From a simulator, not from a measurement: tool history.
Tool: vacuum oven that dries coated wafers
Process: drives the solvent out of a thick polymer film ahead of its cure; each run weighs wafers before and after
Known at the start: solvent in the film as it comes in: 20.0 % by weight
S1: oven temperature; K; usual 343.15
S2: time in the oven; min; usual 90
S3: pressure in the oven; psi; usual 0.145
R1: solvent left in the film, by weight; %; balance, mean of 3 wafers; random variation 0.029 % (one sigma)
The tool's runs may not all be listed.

{"run": 1, "hour": 0.0, "S1": 343.15, "S2": 90, "S3": 0.145, "R1": 3.62}
{"run": 2, "hour": 14.8, "S1": 341.15, "S2": 90, "S3": 0.145, "R1": 4.14}
{"hour": 27.2, "done": "oven's thermocouples calibrated"}
{"run": 3, "hour": 40.9, "S1": 341.15, "S2": 90, "S3": 0.145, "R1": 4.27}
{"run": 4, "hour": 66.9, "S1": 341.15, "S2": 90, "S3": 0.145, "R1": 4.27}
{"run": 5, "hour": 99.2, "S1": 347.15, "S2": 90, "S3": 0.145, "R1": 2.55}
{"run": 6, "hour": 122.8, "S1": 347.15, "S2": 90, "S3": 0.145, "R1": 2.52}
{"run": 7, "hour": 140.7, "S1": 343.15, "S2": 90, "S3": 0.174, "R1": 3.72}
{"hour": 176.3, "done": "oven's thermocouples calibrated, once more"}
{"run": 8, "hour": 177.3, "S1": 343.15, "S2": 90, "S3": 0.174, "R1": 3.4}
{"run": 9, "hour": 212.6, "S1": 343.15, "S2": 90, "S3": 0.174, "R1": 3.4}
{"run": 10, "hour": 228.0, "S1": 343.15, "S2": 90, "S3": 0.125, "R1": 3.31}
{"run": 11, "hour": 251.1, "S1": 340.15, "S2": 49, "S3": 0.125, "R1": 7.73}
{"run": 12, "hour": 286.0, "S1": 340.15, "S2": 49, "S3": 0.125, "R1": 7.72}
{"run": 13, "hour": 313.6, "S1": 343.15, "S2": 150, "S3": 0.315, "R1": 1.72}
{"run": 14, "hour": 342.1, "S1": 341.15, "S2": 90, "S3": 0.145, "R1": 3.99}
{"run": 15, "hour": 369.0, "S1": 341.15, "S2": 90, "S3": 0.145, "R1": 3.95}
{"run": 16, "hour": 396.8, "S1": 357.15, "S2": 82, "S3": 0.125, "R1": 0.85}

Forecast each of these 4 alternatives for the next run:
{"run": "A", "hour": 416.5, "S1": 356.15, "S2": 68, "S3": 0.238, "R1": "?"}
{"run": "B", "hour": 416.5, "S1": 343.15, "S2": 57, "S3": 0.203, "R1": "?"}
{"run": "C", "hour": 416.5, "S1": 354.15, "S2": 157, "S3": 0.093, "R1": "?"}
{"run": "D", "hour": 416.5, "S1": 329.15, "S2": 46, "S3": 0.168, "R1": "?"}

run=A R1=1.70
run=B R1=6.08
run=C R1=0.23
run=D R1=11.47
Without the tool's hidden state the same runs would have given:
run=A R1=1.64
run=B R1=5.97
run=C R1=0.21
run=D R1=11.37

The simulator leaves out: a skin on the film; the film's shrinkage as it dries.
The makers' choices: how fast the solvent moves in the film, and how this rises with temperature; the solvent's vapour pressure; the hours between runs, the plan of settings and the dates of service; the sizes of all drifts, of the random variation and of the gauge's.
